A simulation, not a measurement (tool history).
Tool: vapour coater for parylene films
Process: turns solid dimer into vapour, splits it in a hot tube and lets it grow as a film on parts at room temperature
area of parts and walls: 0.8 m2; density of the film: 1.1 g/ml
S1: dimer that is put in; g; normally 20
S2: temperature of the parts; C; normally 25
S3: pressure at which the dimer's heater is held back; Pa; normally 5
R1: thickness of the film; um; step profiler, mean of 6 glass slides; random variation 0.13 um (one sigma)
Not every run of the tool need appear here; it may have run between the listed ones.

run    hour  S1  S2    S3     R1
  1       0  20  25     5  17.16
         31  -- trap's valve overhauled
  2    41.4  20  25     5  18.86
  3    96.1  20  25     5  18.63
  4   149.9  20  34     5  11.92
  5   187.8  24  34     5  14.28
  6   221.4  24  34     5  14.02
  7   254.9  24  34     5   14.2
  8   310.8  24  34  5.33  13.85
  9   352.1  24  34  5.33  13.75
 10   387.3  24  34  5.33  13.62
      392.8  -- table's thermometer calibrated
 11   443.8  20  25  5.49   16.6
        460  -- trap's valve overhauled
 12     500  20  25  5.49  17.71
 13   546.8  20  25  5.49  17.59
 14   581.5  20  25  5.49  17.39
 15   615.4  20  26     5  16.52
 16   660.7  28  21     5  29.55
 17   700.4  28  21     5  29.19
 18   734.6  28  31  3.91  18.24
 19   776.9  28  31  3.91  17.82
 20   831.1  28  31  3.91  17.81
      889.2  -- trap's valve overhauled
 21   892.3  25  22  2.12  27.41
 22   924.5  11  20  3.86  12.17
 23   976.9  11  33     5   6.64
 24  1000.7  26  36     5  13.48

For run 25, what comes out?
 25  1029.8  20  25  11.75   ?

R1: 16.79 um
The same run, on a tool lacking any hidden state, would have yielded R1 17.05 um.
